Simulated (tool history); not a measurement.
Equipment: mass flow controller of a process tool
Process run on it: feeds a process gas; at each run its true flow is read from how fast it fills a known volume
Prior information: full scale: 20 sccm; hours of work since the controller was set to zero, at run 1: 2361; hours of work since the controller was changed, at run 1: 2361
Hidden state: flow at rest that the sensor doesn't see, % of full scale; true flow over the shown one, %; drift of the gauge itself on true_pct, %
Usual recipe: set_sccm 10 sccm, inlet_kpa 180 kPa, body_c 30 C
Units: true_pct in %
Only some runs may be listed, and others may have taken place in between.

| run | hour | set_sccm | inlet_kpa | body_c | hours of work since the controller was set to zero | hours of work since the controller was changed | true_pct |
|---|---|---|---|---|---|---|---|
| 1 | 0.0 | 10 | 180 | 30 | 2361 | 2361 | 99.24 |
| 2 | 135.0 | 10 | 180 | 30 | 2421 | 2421 | 99.32 |
| 3 | 308.7 | 10 | 180 | 30 | 2499 | 2499 | 99.40 |
| 4 | 404.1 | 10 | 180 | 30 | 2541 | 2541 | 99.47 |
| 5 | 593.8 | 10 | 180 | 30 | 2626 | 2626 | 99.51 |
| 6 | 779.5 | 10 | 180 | 30 | 2709 | 2709 | 99.72 |
| 7 | 900.8 | 10 | 180 | 30 | 2764 | 2764 | 99.67 |
| 8 | 1024.5 | 10 | 180 | 30 | 2819 | 2819 | 99.80 |
| 9 | 1170.6 | 11 | 158 | 37 | 2884 | 2884 | 100.54 |
| 10 | 1257.7 | 11 | 180 | 38 | 2923 | 2923 | 100.60 |

For each run, the measured value with the value that run would have given without the tool's hidden condition subtracted. The run-to-run variation is shared by both, the gauge scatter possibly not:
| run | true_pct |
|---|---|
| 1 | +0.00 |
| 2 | +0.07 |
| 3 | +0.16 |
| 4 | +0.21 |
| 5 | +0.30 |
| 6 | +0.40 |
| 7 | +0.46 |
| 8 | +0.51 |
| 9 | +0.60 |
| 10 | +0.64 |
